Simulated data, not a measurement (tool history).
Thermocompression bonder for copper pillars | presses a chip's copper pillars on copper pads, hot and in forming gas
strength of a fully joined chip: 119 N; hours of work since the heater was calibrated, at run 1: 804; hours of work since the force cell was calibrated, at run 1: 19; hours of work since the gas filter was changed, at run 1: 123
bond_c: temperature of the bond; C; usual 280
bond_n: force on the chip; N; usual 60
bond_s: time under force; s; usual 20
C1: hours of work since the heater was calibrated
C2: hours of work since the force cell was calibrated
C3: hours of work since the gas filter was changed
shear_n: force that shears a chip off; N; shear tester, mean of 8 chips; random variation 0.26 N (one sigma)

run 1 hour=0.0 | bond_c=280 bond_n=60 bond_s=20 | C1=804 C2=19 C3=123 | shear_n=59.9
run 2 hour=30.9 | bond_c=280 bond_n=60 bond_s=20 | C1=821 C2=37 C3=140 | shear_n=59.8
run 3 hour=96.0 | bond_c=280 bond_n=60 bond_s=20 | C1=859 C2=74 C3=178 | shear_n=59.9
run 4 hour=136.6 | bond_c=280 bond_n=60 bond_s=20 | C1=882 C2=97 C3=201 | shear_n=59.3
run 5 hour=170.6 | bond_c=280 bond_n=72 bond_s=20 | C1=901 C2=117 C3=220 | shear_n=68.3
run 6 hour=219.3 | bond_c=280 bond_n=76 bond_s=20 | C1=929 C2=145 C3=248 | shear_n=70.6
run 7 hour=270.7 | bond_c=280 bond_n=60 bond_s=20 | C1=959 C2=174 C3=278 | shear_n=58.6
run 8 hour=299.0 | bond_c=280 bond_n=74 bond_s=20 | C1=975 C2=190 C3=294 | shear_n=69.1
run 9 hour=333.6 | bond_c=280 bond_n=60 bond_s=44 | C1=995 C2=210 C3=314 | shear_n=74.5
-- hour=352.7 forming gas filter changed
run 10 hour=394.7 | bond_c=280 bond_n=60 bond_s=44 | C1=1029 C2=245 C3=24 | shear_n=79.2
run 11 hour=461.8 | bond_c=280 bond_n=60 bond_s=44 | C1=1068 C2=283 C3=62 | shear_n=78.9
run 12 hour=502.7 | bond_c=280 bond_n=60 bond_s=20 | C1=1091 C2=307 C3=86 | shear_n=61.5
-- hour=523.6 heater calibrated with a thermocouple chip
run 13 hour=558.2 | bond_c=280 bond_n=60 bond_s=20 | C1=20 C2=337 C3=116 | shear_n=63.5
run 14 hour=601.7 | bond_c=280 bond_n=60 bond_s=17 | C1=45 C2=362 C3=141 | shear_n=60.0
run 15 hour=663.9 | bond_c=280 bond_n=60 bond_s=13 | C1=80 C2=398 C3=177 | shear_n=54.1
run 16 hour=706.0 | bond_c=280 bond_n=60 bond_s=13 | C1=104 C2=422 C3=201 | shear_n=54.6
run 17 hour=770.6 | bond_c=280 bond_n=47 bond_s=13 | C1=141 C2=459 C3=238 | shear_n=43.7
run 18 hour=812.5 | bond_c=280 bond_n=47 bond_s=13 | C1=165 C2=483 C3=262 | shear_n=43.5
run 19 hour=859.9 | bond_c=280 bond_n=85 bond_s=13 | C1=192 C2=510 C3=289 | shear_n=70.0
-- hour=867.3 heater calibrated with a thermocouple chip, once more
-- hour=921.9 forming gas filter changed
run 20 hour=924.4 | bond_c=280 bond_n=60 bond_s=20 | C1=32 C2=545 C3=1 | shear_n=55.3
run 21 hour=952.6 | bond_c=280 bond_n=60 bond_s=20 | C1=49 C2=561 C3=18 | shear_n=55.0
run 22 hour=997.3 | bond_c=295 bond_n=53 bond_s=52 | C1=74 C2=587 C3=43 | shear_n=80.7
run 23 hour=1042.2 | bond_c=295 bond_n=53 bond_s=52 | C1=100 C2=613 C3=69 | shear_n=80.6
run 24 hour=1088.4 | bond_c=295 bond_n=53 bond_s=52 | C1=126 C2=639 C3=95 | shear_n=80.5
run 25 hour=1137.3 | bond_c=280 bond_n=64 bond_s=18 | C1=154 C2=667 C3=123 | shear_n=55.2
run 26 hour=1200.1 | bond_c=280 bond_n=64 bond_s=18 | C1=190 C2=703 C3=159 | shear_n=55.0
run 27 hour=1249.6 | bond_c=280 bond_n=64 bond_s=18 | C1=218 C2=731 C3=187 | shear_n=55.2
run 28 hour=1285.7 | bond_c=271 bond_n=42 bond_s=20 | C1=239 C2=752 C3=208 | shear_n=33.9
run 29 hour=1328.9 | bond_c=269 bond_n=37 bond_s=36 | C1=264 C2=777 C3=233 | shear_n=36.5
run 30 hour=1364.5 | bond_c=271 bond_n=54 bond_s=15 | C1=284 C2=797 C3=253 | shear_n=38.3
run 31 hour=1402.8 | bond_c=271 bond_n=64 bond_s=32 | C1=306 C2=819 C3=275 | shear_n=59.1
run 32 hour=1435.2 | bond_c=263 bond_n=60 bond_s=33 | C1=325 C2=838 C3=294 | shear_n=50.2
run 33 hour=1462.4 | bond_c=280 bond_n=60 bond_s=20 | C1=340 C2=853 C3=309 | shear_n=53.2
-- hour=1483.9 forming gas filter changed
run 34 hour=1509.0 | bond_c=302 bond_n=39 bond_s=18 | C1=367 C2=880 C3=14 | shear_n=50.0
run 35 hour=1570.6 | bond_c=302 bond_n=71 bond_s=18 | C1=402 C2=915 C3=50 | shear_n=79.3
run 36 hour=1615.1 | bond_c=302 bond_n=71 bond_s=18 | C1=427 C2=940 C3=75 | shear_n=78.8
run 37 hour=1676.1 | bond_c=294 bond_n=60 bond_s=16 | C1=462 C2=975 C3=110 | shear_n=61.4
run 38 hour=1741.0 | bond_c=294 bond_n=60 bond_s=49 | C1=499 C2=1012 C3=147 | shear_n=84.2
run 39 hour=1804.2 | bond_c=294 bond_n=73 bond_s=49 | C1=536 C2=1048 C3=183 | shear_n=93.2
run 40 hour=1842.9 | bond_c=302 bond_n=63 bond_s=13 | C1=558 C2=1071 C3=205 | shear_n=64.8

How the hidden state differs across the entries between the runs, from the last listed run before each to the first after it:
Between runs 9 and 10: forming gas filter changed (hour 352.7)
  true temperature of the bond over the reading, C: 7.5 -> 7.7; force that reaches the chip, % of what is set: 98.8 -> 98.7; oxide that the forming gas leaves, % of the face: 6.86 -> 1.11
  measured less the result without the state, shear_n: +0.4 -> +5.1 N
Between runs 12 and 13: heater calibrated with a thermocouple chip (hour 523.6)
  true temperature of the bond over the reading, C: 8.2 -> 11.4; force that reaches the chip, % of what is set: 98.4 -> 98.2; oxide that the forming gas leaves, % of the face: 2.27 -> 2.85
  measured less the result without the state, shear_n: +4.4 -> +6.4 N
Between runs 19 and 20: heater calibrated with a thermocouple chip, once more (hour 867.3); forming gas filter changed (hour 921.9)
  true temperature of the bond over the reading, C: 12.7 -> -0.6; force that reaches the chip, % of what is set: 97.4 -> 97.3; oxide that the forming gas leaves, % of the face: 6.08 -> 0.59
  measured less the result without the state, shear_n: +4.5 -> -1.9 N
Between runs 33 and 34: forming gas filter changed (hour 1483.9)
  true temperature of the bond over the reading, C: 1.6 -> 1.8; force that reaches the chip, % of what is set: 95.9 -> 95.7; oxide that the forming gas leaves, % of the face: 6.42 -> 0.76
  measured less the result without the state, shear_n: -4.2 -> -0.9 N
